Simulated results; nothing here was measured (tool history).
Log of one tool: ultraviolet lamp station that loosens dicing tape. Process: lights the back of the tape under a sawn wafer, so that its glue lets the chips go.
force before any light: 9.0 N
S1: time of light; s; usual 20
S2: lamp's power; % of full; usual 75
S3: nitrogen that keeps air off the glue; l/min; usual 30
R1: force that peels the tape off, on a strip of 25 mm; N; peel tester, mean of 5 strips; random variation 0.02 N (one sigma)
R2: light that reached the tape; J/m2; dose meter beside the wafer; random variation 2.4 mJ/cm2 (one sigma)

Run 1, hour 0: usual settings. Result: R1 1.236 N, R2 2350 J/m2.
Run 2, hour 31.9: usual settings. Result: R1 1.213 N, R2 2300 J/m2.
Run 3, hour 79.3: usual settings. Result: R1 1.317 N, R2 2270 J/m2.
Run 4, hour 123.4: usual settings. Result: R1 1.327 N, R2 2290 J/m2.
Run 5, hour 155.6: usual settings. Result: R1 1.378 N, R2 2200 J/m2.
Run 6, hour 193.1: usual settings but S3 42 l/min. Result: R1 1.163 N, R2 2200 J/m2.
Run 7, hour 241.5: usual settings but S3 42 l/min. Result: R1 1.157 N, R2 2150 J/m2.
Run 8, hour 272.2: usual settings. Result: R1 1.436 N, R2 2150 J/m2.
Run 9, hour 326.8: usual settings. Result: R1 1.497 N, R2 2090 J/m2.
Run 10, hour 367: usual settings. Result: R1 1.522 N, R2 2080 J/m2.
Run 11, hour 396.6: usual settings. Result: R1 1.576 N, R2 2010 J/m2.
Run 12, hour 428.9: usual settings. Result: R1 1.571 N, R2 2030 J/m2.
At hour 486: lamp changed.
Run 13, hour 489.6: usual settings but S2 87 % of full. Result: R1 0.783 N, R2 2920 J/m2.
Run 14, hour 524.8: usual settings. Result: R1 1.084 N, R2 2460 J/m2.
Run 15, hour 568.2: usual settings. Result: R1 1.149 N, R2 2490 J/m2.
Run 16, hour 597.8: usual settings. Result: R1 1.132 N, R2 2440 J/m2.
Run 17, hour 630.9: usual settings but S2 74 % of full. Result: R1 1.173 N, R2 2380 J/m2.
Run 18, hour 656.8: usual settings but S2 74 % of full. Result: R1 1.209 N, R2 2330 J/m2.
At hour 670.5: window cleaned of glue's vapour.
Run 19, hour 710.9: usual settings but S2 74 % of full. Result: R1 1.255 N, R2 2330 J/m2.
Run 20, hour 760: usual settings but S2 74 % of full. Result: R1 1.327 N, R2 2270 J/m2.
Run 21, hour 809.4: usual settings but S2 74 % of full. Result: R1 1.334 N, R2 2200 J/m2.
Run 22, hour 837.1: usual settings but S3 17 l/min. Result: R1 1.908 N, R2 2240 J/m2.
Run 23, hour 874.2: usual settings but S1 15 s. Result: R1 2.196 N, R2 1680 J/m2.
Run 24, hour 905.2: usual settings but S1 15 s, S2 95 % of full, S3 11 l/min. Result: R1 2.597 N, R2 2060 J/m2.
Run 25, hour 929.8: usual settings but S1 15 s, S2 95 % of full, S3 11 l/min. Result: R1 2.758 N, R2 2050 J/m2.
Run 26, hour 963.4: usual settings but S2 94 % of full. Result: R1 0.937 N, R2 2660 J/m2.
Run 27, hour 1010.7: usual settings but S1 25 s, S2 61 % of full, S3 15 l/min. Result: R1 2.213 N, R2 2140 J/m2.
At hour 1033.2: window cleaned of glue's vapour, once more.
Run 28, hour 1062.8: usual settings but S1 25 s, S2 65 % of full, S3 15 l/min. Result: R1 1.806 N, R2 2490 J/m2.
Run 29, hour 1091.3: usual settings but S1 25 s, S2 65 % of full, S3 15 l/min. Result: R1 1.793 N, R2 2420 J/m2.
Run 30, hour 1145.4: usual settings but S1 25 s, S2 65 % of full, S3 15 l/min. Result: R1 1.837 N, R2 2380 J/m2.
Run 31, hour 1188.8: usual settings but S1 13 s, S2 65 % of full. Result: R1 3.147 N, R2 1220 J/m2.
Run 32, hour 1231.5: usual settings but S1 13 s, S2 65 % of full. Result: R1 3.088 N, R2 1230 J/m2.
Run 33, hour 1279.8: usual settings but S1 17 s, S2 94 % of full. Result: R1 1.305 N, R2 2240 J/m2.
Run 34, hour 1328.6: usual settings but S1 17 s, S2 94 % of full. Result: R1 1.378 N, R2 2190 J/m2.
Run 35, hour 1372.6: usual settings but S1 12 s, S2 63 % of full, S3 23 l/min. Result: R1 4.081 N, R2 1050 J/m2.
Run 36, hour 1398.4: usual settings but S1 12 s, S2 72 % of full, S3 34 l/min. Result: R1 3.114 N, R2 1120 J/m2.
At hour 1404.2: lamp changed.
Run 37, hour 1457.4: usual settings but S1 12 s, S2 72 % of full, S3 34 l/min. Result: R1 2.473 N, R2 1450 J/m2.
Run 38, hour 1501.9: usual settings but S1 12 s, S2 72 % of full, S3 34 l/min. Result: R1 2.447 N, R2 1420 J/m2.
Run 39, hour 1530.2: usual settings but S1 12 s, S2 72 % of full, S3 34 l/min. Result: R1 2.334 N, R2 1410 J/m2.
Run 40, hour 1574.2: usual settings but S1 12 s, S2 72 % of full, S3 34 l/min. Result: R1 2.534 N, R2 1410 J/m2.
Run 41, hour 1617.7: usual settings but S1 25 s, S2 60 % of full, S3 16 l/min. Result: R1 1.77 N, R2 2420 J/m2.
Run 42, hour 1659.2: usual settings but S1 25 s, S2 60 % of full, S3 16 l/min. Result: R1 1.759 N, R2 2340 J/m2.
Run 43, hour 1699.8: usual settings but S1 11 s, S2 86 % of full, S3 53 l/min. Result: R1 1.965 N, R2 1450 J/m2.

Measured less the same run without the tool's hidden state. The same run-to-run variation is in both; the gauge's scatter may not be:
The hidden state here: lamp's light, % of a new lamp's; light that the window lets through, % of a clean one's; drift of the gauge itself on peel_n, %; drift of the gauge itself on dose_mj_cm2, %.
run      R1    R2
  1  +0.252  -290
  2  +0.264  -310
  3  +0.316  -350
  4  +0.343  -390
  5  +0.376  -410
  6  +0.357  -440
  7  +0.383  -470
  8  +0.465  -500
  9  +0.516  -550
 10  +0.551  -560
 11  +0.589  -590
 12  +0.604  -620
 13  +0.064  -120
 14  +0.103  -120
 15  +0.136  -170
 16   +0.15  -180
 17  +0.174  -200
 18  +0.195  -220
 19  +0.263  -310
 20  +0.309  -330
 21  +0.338  -380
 22  +0.439  -400
 23  +0.506  -320
 24  +0.554  -420
 25  +0.607  -440
 26  +0.333  -610
 27  +0.627  -520
 28  +0.389  -390
 29  +0.407  -420
 30  +0.456  -450
 31  +0.619  -260
 32  +0.644  -270
 33   +0.46  -560
 34  +0.512  -600
 35  +0.846  -300
 36  +0.835  -350
 37  +0.138   -60
 38   +0.18   -90
 39  +0.196  -100
 40  +0.249  -120
 41  +0.246  -230
 42  +0.274  -260
 43  +0.332  -180

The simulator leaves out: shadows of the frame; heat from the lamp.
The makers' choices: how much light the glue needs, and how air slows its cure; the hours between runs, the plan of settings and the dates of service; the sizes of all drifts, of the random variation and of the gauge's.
